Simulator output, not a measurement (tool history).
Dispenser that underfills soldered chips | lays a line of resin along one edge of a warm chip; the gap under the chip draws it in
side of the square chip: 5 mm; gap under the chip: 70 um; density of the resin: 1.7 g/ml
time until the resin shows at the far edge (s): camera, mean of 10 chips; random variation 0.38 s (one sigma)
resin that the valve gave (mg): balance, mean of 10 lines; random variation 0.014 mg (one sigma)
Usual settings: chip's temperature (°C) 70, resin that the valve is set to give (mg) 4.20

run,hour,chip's temperature (°C),resin that the valve is set to give (mg),time until the resin shows at the far edge (s),resin that the valve gave (mg)
1,0.0,70,4.20,24.9,3.97
2,13.7,70,4.20,44.6,3.94
# hour 16.1: new syringe of resin
3,28.8,70,4.20,38.3,3.93
# hour 34.7: new syringe of resin
4,40.5,70,4.20,27.2,3.90
# hour 49.7: dispensing valve cleaned and set on the balance
5,51.4,62,4.20,64.8,4.20
# hour 53.9: new syringe of resin
6,64.9,70,3.62,36.1,3.61
# hour 72.6: new syringe of resin
7,73.7,70,3.62,23.3,3.59
8,85.4,70,4.20,36.6,4.15
# hour 90.6: new syringe of resin
9,92.5,70,4.20,23.6,4.15
10,99.7,70,4.20,32.1,4.09
# hour 108.8: new syringe of resin
11,113.5,70,4.20,25.5,4.11
12,120.5,70,4.20,35.1,4.10
# hour 126.8: new syringe of resin
13,128.0,70,4.20,22.5,4.07
14,136.2,70,5.19,31.2,5.02
# hour 145.4: new syringe of resin
15,146.0,70,5.19,21.1,5.02
16,160.9,70,5.19,40.6,4.98
# hour 163.4: new syringe of resin
17,171.9,70,3.85,30.8,3.67
# hour 181.1: new syringe of resin
18,186.0,70,3.99,27.0,3.77
# hour 194.2: stage's temperature calibrated
19,194.2,82,3.94,22.7,3.72
# hour 200.5: new syringe of resin
20,205.7,76,5.49,20.6,5.21
21,212.7,57,4.41,84.1,4.15
# hour 218.4: new syringe of resin
22,223.0,57,4.41,59.9,4.12
23,229.6,67,5.30,44.3,4.95
# hour 237.0: new syringe of resin
24,237.8,59,4.02,46.2,3.74
25,245.1,59,4.02,62.3,3.75
# hour 253.3: dispensing valve cleaned and set on the balance
# hour 256.4: new syringe of resin
26,261.9,59,4.02,56.2,4.03
27,271.0,59,4.02,82.4,4.01
# hour 275.0: new syringe of resin
28,284.7,60,4.86,60.4,4.81
# hour 293.2: new syringe of resin
29,293.2,60,4.86,40.2,4.83
30,300.9,69,4.72,34.3,4.64
# hour 311.5: new syringe of resin
31,316.7,69,4.72,30.6,4.60
32,325.1,69,4.72,43.6,4.60
# hour 330.0: new syringe of resin
33,339.8,82,4.59,18.9,4.46
# hour 347.8: new syringe of resin
34,353.5,82,4.22,15.2,4.09
# hour 365.7: new syringe of resin
35,366.6,58,3.85,48.2,3.73

Some steps in time until the resin shows at the far edge (s) between neighbouring runs. How much of each would the tool show without its hidden state too (settings, what came in, random variation), and how much is left for the hidden state, with any gauge scatter that isn't in both results?
The hidden state here: resin's viscosity, % of fresh resin's; dose that the valve gives, % of what is set; true chip temperature over the reading, C; drift of the gauge itself on fill_s, %; drift of the gauge itself on given_mg, %.
Run 4 -> 5: chip's temperature (°C) 70 -> 62, dispensing valve cleaned and set on the balance. time until the resin shows at the far edge (s) +37.6: hidden state +24.1, all else +13.5.
Run 20 -> 21: chip's temperature (°C) 76 -> 57, resin that the valve is set to give (mg) 5.49 -> 4.41. time until the resin shows at the far edge (s) +63.5: hidden state +30.8, all else +32.7.
Run 26 -> 27: no setting changed, nothing entered. time until the resin shows at the far edge (s) +26.2: hidden state +26.9, all else -0.7.
Run 34 -> 35: chip's temperature (°C) 82 -> 58, resin that the valve is set to give (mg) 4.22 -> 3.85, new syringe of resin. time until the resin shows at the far edge (s) +33.0: hidden state -2.2, all else +35.2.
